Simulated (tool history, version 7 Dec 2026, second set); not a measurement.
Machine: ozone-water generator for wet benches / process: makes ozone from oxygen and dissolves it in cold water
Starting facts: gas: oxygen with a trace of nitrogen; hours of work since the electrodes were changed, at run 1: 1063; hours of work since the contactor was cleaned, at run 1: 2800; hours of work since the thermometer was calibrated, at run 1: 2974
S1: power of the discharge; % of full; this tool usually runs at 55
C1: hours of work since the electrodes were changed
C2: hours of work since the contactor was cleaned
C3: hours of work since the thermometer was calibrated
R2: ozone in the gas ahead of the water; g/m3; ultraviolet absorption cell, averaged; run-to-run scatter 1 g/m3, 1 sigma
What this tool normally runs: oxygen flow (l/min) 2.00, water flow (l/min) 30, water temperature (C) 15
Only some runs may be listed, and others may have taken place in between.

{"run": 1, "day": 0.0, "S1": 55, "oxygen flow (l/min)": 2.0, "water flow (l/min)": 30, "water temperature (C)": 15, "C1": 1063, "C2": 2800, "C3": 2974, "dissolved ozone (ppm)": 6.03, "R2": 178.1}
{"run": 2, "day": 3.483, "S1": 55, "oxygen flow (l/min)": 2.0, "water flow (l/min)": 30, "water temperature (C)": 12, "C1": 1128, "C2": 2864, "C3": 3039, "dissolved ozone (ppm)": 6.0, "R2": 177.4}
{"run": 3, "day": 6.538, "S1": 55, "oxygen flow (l/min)": 2.0, "water flow (l/min)": 30, "water temperature (C)": 15, "C1": 1184, "C2": 2921, "C3": 3095, "dissolved ozone (ppm)": 5.94, "R2": 175.4}
{"run": 4, "day": 9.017, "S1": 56, "oxygen flow (l/min)": 2.0, "water flow (l/min)": 30, "water temperature (C)": 15, "C1": 1229, "C2": 2966, "C3": 3140, "dissolved ozone (ppm)": 6.02, "R2": 175.0}
{"run": 5, "day": 11.921, "S1": 56, "oxygen flow (l/min)": 2.0, "water flow (l/min)": 30, "water temperature (C)": 15, "C1": 1283, "C2": 3020, "C3": 3194, "dissolved ozone (ppm)": 6.0, "R2": 178.7}
{"run": 6, "day": 13.821, "S1": 55, "oxygen flow (l/min)": 3.24, "water flow (l/min)": 30, "water temperature (C)": 15, "C1": 1318, "C2": 3055, "C3": 3229, "dissolved ozone (ppm)": 6.88, "R2": 135.4}
{"run": 7, "day": 17.333, "S1": 55, "oxygen flow (l/min)": 3.24, "water flow (l/min)": 30, "water temperature (C)": 15, "C1": 1382, "C2": 3119, "C3": 3293, "dissolved ozone (ppm)": 6.84, "R2": 137.6}
{"run": 8, "day": 20.188, "S1": 55, "oxygen flow (l/min)": 3.24, "water flow (l/min)": 30, "water temperature (C)": 15, "C1": 1435, "C2": 3172, "C3": 3346, "dissolved ozone (ppm)": 6.83, "R2": 136.5}
{"run": 9, "day": 23.308, "S1": 55, "oxygen flow (l/min)": 3.24, "water flow (l/min)": 30, "water temperature (C)": 15, "C1": 1492, "C2": 3229, "C3": 3403, "dissolved ozone (ppm)": 6.78, "R2": 136.1}
{"run": 10, "day": 26.692, "S1": 55, "oxygen flow (l/min)": 2.0, "water flow (l/min)": 30, "water temperature (C)": 18, "C1": 1555, "C2": 3291, "C3": 3466, "dissolved ozone (ppm)": 5.82, "R2": 173.4}
{"run": 11, "day": 29.821, "S1": 55, "oxygen flow (l/min)": 2.99, "water flow (l/min)": 30, "water temperature (C)": 15, "C1": 1612, "C2": 3349, "C3": 3523, "dissolved ozone (ppm)": 6.69, "R2": 140.2}
{"run": 12, "day": 31.771, "S1": 75, "oxygen flow (l/min)": 2.0, "water flow (l/min)": 23, "water temperature (C)": 9, "C1": 1648, "C2": 3385, "C3": 3559, "dissolved ozone (ppm)": 10.4, "R2": 212.3}
{"day": 32.133, "done": "contactor cleaned"}
{"run": 13, "day": 33.575, "S1": 75, "oxygen flow (l/min)": 2.0, "water flow (l/min)": 23, "water temperature (C)": 9, "C1": 1678, "C2": 27, "C3": 3589, "dissolved ozone (ppm)": 10.11, "R2": 210.5}
{"run": 14, "day": 35.579, "S1": 41, "oxygen flow (l/min)": 1.73, "water flow (l/min)": 40, "water temperature (C)": 21, "C1": 1715, "C2": 63, "C3": 3626, "dissolved ozone (ppm)": 3.06, "R2": 155.7}
{"run": 15, "day": 37.633, "S1": 80, "oxygen flow (l/min)": 2.22, "water flow (l/min)": 30, "water temperature (C)": 15, "C1": 1753, "C2": 101, "C3": 3664, "dissolved ozone (ppm)": 7.45, "R2": 206.3}
{"run": 16, "day": 39.788, "S1": 80, "oxygen flow (l/min)": 2.22, "water flow (l/min)": 30, "water temperature (C)": 15, "C1": 1793, "C2": 141, "C3": 3704, "dissolved ozone (ppm)": 7.25, "R2": 207.7}
{"run": 17, "day": 41.446, "S1": 84, "oxygen flow (l/min)": 1.34, "water flow (l/min)": 40, "water temperature (C)": 8, "C1": 1823, "C2": 171, "C3": 3734, "dissolved ozone (ppm)": 4.31, "R2": 277.3}
{"run": 18, "day": 43.679, "S1": 84, "oxygen flow (l/min)": 1.98, "water flow (l/min)": 29, "water temperature (C)": 8, "C1": 1864, "C2": 213, "C3": 3775, "dissolved ozone (ppm)": 7.9, "R2": 226.1}
{"day": 44.804, "done": "contactor cleaned, once more"}
{"run": 19, "day": 46.392, "S1": 84, "oxygen flow (l/min)": 1.98, "water flow (l/min)": 29, "water temperature (C)": 8, "C1": 1911, "C2": 29, "C3": 3822, "dissolved ozone (ppm)": 8.47, "R2": 223.6}
{"run": 20, "day": 49.712, "S1": 84, "oxygen flow (l/min)": 1.51, "water flow (l/min)": 29, "water temperature (C)": 8, "C1": 1972, "C2": 90, "C3": 3883, "dissolved ozone (ppm)": 7.74, "R2": 258.5}
{"run": 21, "day": 52.896, "S1": 55, "oxygen flow (l/min)": 2.23, "water flow (l/min)": 30, "water temperature (C)": 15, "C1": 2031, "C2": 149, "C3": 3942, "dissolved ozone (ppm)": 6.17, "R2": 161.7}
{"run": 22, "day": 56.154, "S1": 55, "oxygen flow (l/min)": 2.23, "water flow (l/min)": 30, "water temperature (C)": 15, "C1": 2091, "C2": 209, "C3": 4002, "dissolved ozone (ppm)": 6.12, "R2": 160.7}

3 ways to go on from here, each from the tool as it stands after run 22. What would each give?
{"run": "A", "day": 57.942, "S1": 63, "oxygen flow (l/min)": 2.0, "water flow (l/min)": 30, "water temperature (C)": 15, "C1": 2123, "C2": 242, "C3": 4034, "dissolved ozone (ppm)": "?", "R2": "?"}
{"run": "B", "day": 57.942, "S1": 81, "oxygen flow (l/min)": 1.04, "water flow (l/min)": 30, "water temperature (C)": 15, "C1": 2123, "C2": 242, "C3": 4034, "dissolved ozone (ppm)": "?", "R2": "?"}
{"run": "C", "day": 57.942, "S1": 85, "oxygen flow (l/min)": 1.49, "water flow (l/min)": 38, "water temperature (C)": 15, "C1": 2123, "C2": 242, "C3": 4034, "dissolved ozone (ppm)": "?", "R2": "?"}

run=A dissolved_ozone_(ppm)=6.47 R2=186.9
run=B dissolved_ozone_(ppm)=6.01 R2=304.9
run=C dissolved_ozone_(ppm)=5.14 R2=260.5
Without the tool's hidden state the same runs would have given:
run=A dissolved_ozone_(ppm)=7.00 R2=201.6
run=B dissolved_ozone_(ppm)=6.59 R2=333.2
run=C dissolved_ozone_(ppm)=5.65 R2=285.5
